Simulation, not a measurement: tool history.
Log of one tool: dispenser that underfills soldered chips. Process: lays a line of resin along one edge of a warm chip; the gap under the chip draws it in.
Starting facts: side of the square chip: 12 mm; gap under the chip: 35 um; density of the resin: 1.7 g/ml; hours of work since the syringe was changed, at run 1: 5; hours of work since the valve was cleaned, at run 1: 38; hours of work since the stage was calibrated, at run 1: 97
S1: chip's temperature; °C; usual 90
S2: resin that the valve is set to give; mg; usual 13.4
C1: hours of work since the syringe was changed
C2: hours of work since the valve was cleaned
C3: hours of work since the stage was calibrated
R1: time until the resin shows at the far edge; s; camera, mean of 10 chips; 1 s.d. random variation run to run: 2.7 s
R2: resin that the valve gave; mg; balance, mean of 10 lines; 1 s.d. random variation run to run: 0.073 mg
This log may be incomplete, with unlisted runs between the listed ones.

{"run": 1, "hour": 0.0, "S1": 90, "S2": 13.4, "C1": 5, "C2": 38, "C3": 97, "R1": 355.3, "R2": 12.97}
{"run": 2, "hour": 2.1, "S1": 89, "S2": 13.4, "C1": 7, "C2": 40, "C3": 99, "R1": 388.7, "R2": 12.96}
{"hour": 5.2, "done": "new syringe of resin"}
{"run": 3, "hour": 6.1, "S1": 89, "S2": 13.4, "C1": 1, "C2": 42, "C3": 102, "R1": 286.7, "R2": 12.91}
{"run": 4, "hour": 11.0, "S1": 89, "S2": 12.6, "C1": 4, "C2": 46, "C3": 105, "R1": 352.0, "R2": 12.12}
{"run": 5, "hour": 14.4, "S1": 90, "S2": 13.4, "C1": 7, "C2": 49, "C3": 108, "R1": 381.5, "R2": 12.92}
{"hour": 17.5, "done": "new syringe of resin"}
{"run": 6, "hour": 18.1, "S1": 104, "S2": 13.4, "C1": 0, "C2": 51, "C3": 110, "R1": 183.1, "R2": 12.81}
{"run": 7, "hour": 20.3, "S1": 90, "S2": 13.8, "C1": 2, "C2": 53, "C3": 112, "R1": 296.0, "R2": 13.23}
{"run": 8, "hour": 24.0, "S1": 90, "S2": 13.8, "C1": 5, "C2": 55, "C3": 115, "R1": 341.4, "R2": 13.07}
{"run": 9, "hour": 28.6, "S1": 90, "S2": 13.4, "C1": 8, "C2": 59, "C3": 118, "R1": 407.5, "R2": 12.76}
{"hour": 30.0, "done": "new syringe of resin"}
{"run": 10, "hour": 34.0, "S1": 98, "S2": 13.4, "C1": 3, "C2": 63, "C3": 122, "R1": 244.6, "R2": 12.75}
{"run": 11, "hour": 37.6, "S1": 91, "S2": 13.4, "C1": 6, "C2": 65, "C3": 125, "R1": 341.7, "R2": 12.69}
{"run": 12, "hour": 41.0, "S1": 91, "S2": 13.4, "C1": 8, "C2": 68, "C3": 127, "R1": 382.2, "R2": 12.57}
{"hour": 42.5, "done": "new syringe of resin"}
{"run": 13, "hour": 44.9, "S1": 91, "S2": 13.4, "C1": 2, "C2": 71, "C3": 130, "R1": 284.8, "R2": 12.52}
{"run": 14, "hour": 48.1, "S1": 76, "S2": 13.4, "C1": 4, "C2": 73, "C3": 132, "R1": 489.1, "R2": 12.62}
{"run": 15, "hour": 51.8, "S1": 90, "S2": 13.4, "C1": 7, "C2": 76, "C3": 135, "R1": 378.6, "R2": 12.49}
{"hour": 55.0, "done": "new syringe of resin"}
{"run": 16, "hour": 55.9, "S1": 90, "S2": 13.4, "C1": 1, "C2": 79, "C3": 138, "R1": 277.2, "R2": 12.45}
{"run": 17, "hour": 58.8, "S1": 97, "S2": 13.4, "C1": 3, "C2": 81, "C3": 140, "R1": 256.3, "R2": 12.4}
{"run": 18, "hour": 63.4, "S1": 97, "S2": 13.4, "C1": 6, "C2": 84, "C3": 143, "R1": 306.0, "R2": 12.51}
{"hour": 67.1, "done": "new syringe of resin"}
{"run": 19, "hour": 67.2, "S1": 84, "S2": 12.5, "C1": 0, "C2": 87, "C3": 146, "R1": 333.0, "R2": 11.56}
{"run": 20, "hour": 70.4, "S1": 90, "S2": 17.3, "C1": 2, "C2": 89, "C3": 148, "R1": 300.4, "R2": 15.98}
{"run": 21, "hour": 75.1, "S1": 94, "S2": 12.1, "C1": 6, "C2": 93, "C3": 152, "R1": 338.1, "R2": 11.1}
{"hour": 79.4, "done": "new syringe of resin"}
{"run": 22, "hour": 80.1, "S1": 77, "S2": 16.5, "C1": 0, "C2": 96, "C3": 155, "R1": 400.0, "R2": 15.23}
{"run": 23, "hour": 83.0, "S1": 89, "S2": 15.9, "C1": 3, "C2": 98, "C3": 157, "R1": 315.5, "R2": 14.45}
{"run": 24, "hour": 86.1, "S1": 89, "S2": 15.9, "C1": 5, "C2": 100, "C3": 160, "R1": 353.4, "R2": 14.57}
{"run": 25, "hour": 89.5, "S1": 89, "S2": 15.9, "C1": 7, "C2": 103, "C3": 162, "R1": 405.5, "R2": 14.29}
{"hour": 91.8, "done": "new syringe of resin"}
{"run": 26, "hour": 92.1, "S1": 104, "S2": 13.4, "C1": 0, "C2": 105, "C3": 164, "R1": 187.1, "R2": 12.04}
{"run": 27, "hour": 95.1, "S1": 76, "S2": 13.4, "C1": 3, "C2": 107, "C3": 166, "R1": 461.1, "R2": 12.22}
{"run": 28, "hour": 97.4, "S1": 90, "S2": 13.4, "C1": 4, "C2": 109, "C3": 168, "R1": 333.3, "R2": 11.96}
{"run": 29, "hour": 99.5, "S1": 90, "S2": 12.2, "C1": 6, "C2": 110, "C3": 169, "R1": 378.3, "R2": 11.05}
{"run": 30, "hour": 103.0, "S1": 90, "S2": 12.2, "C1": 8, "C2": 113, "C3": 172, "R1": 425.5, "R2": 11.01}
{"hour": 104.0, "done": "new syringe of resin"}
{"run": 31, "hour": 105.5, "S1": 98, "S2": 14.2, "C1": 1, "C2": 114, "C3": 174, "R1": 225.9, "R2": 12.8}
{"run": 32, "hour": 109.6, "S1": 98, "S2": 11.5, "C1": 4, "C2": 117, "C3": 177, "R1": 277.2, "R2": 10.29}
{"run": 33, "hour": 112.3, "S1": 98, "S2": 11.5, "C1": 6, "C2": 119, "C3": 179, "R1": 307.5, "R2": 10.24}
{"run": 34, "hour": 114.8, "S1": 98, "S2": 11.5, "C1": 8, "C2": 121, "C3": 181, "R1": 335.0, "R2": 10.24}
{"hour": 116.4, "done": "new syringe of resin"}
{"hour": 120.9, "done": "dispensing valve cleaned and set on the balance"}
{"run": 35, "hour": 120.9, "S1": 98, "S2": 11.5, "C1": 3, "C2": 0, "C3": 184, "R1": 244.2, "R2": 11.51}
{"run": 36, "hour": 125.2, "S1": 78, "S2": 13.9, "C1": 6, "C2": 3, "C3": 187, "R1": 503.0, "R2": 13.86}

Alternative continuations, all from the tool just after run 36; predict every row:
{"run": "A", "hour": 128.9, "S1": 103, "S2": 12.2, "C1": 9, "C2": 6, "C3": 190, "R1": "?", "R2": "?"}
{"run": "B", "hour": 128.9, "S1": 82, "S2": 15.0, "C1": 9, "C2": 6, "C3": 190, "R1": "?", "R2": "?"}
{"run": "C", "hour": 128.9, "S1": 92, "S2": 14.7, "C1": 9, "C2": 6, "C3": 190, "R1": "?", "R2": "?"}
{"run": "D", "hour": 128.9, "S1": 103, "S2": 13.4, "C1": 9, "C2": 6, "C3": 190, "R1": "?", "R2": "?"}

run=A R1=292.7 R2=12.07
run=B R1=508.5 R2=15.09
run=C R1=375.1 R2=14.73
run=D R1=284.5 R2=13.36
Stripped of hidden state, with their random variation kept, the same runs would have yielded:
run=A R1=193.5 R2=12.11
run=B R1=337.1 R2=15.14
run=C R1=248.4 R2=14.78
run=D R1=188.1 R2=13.41
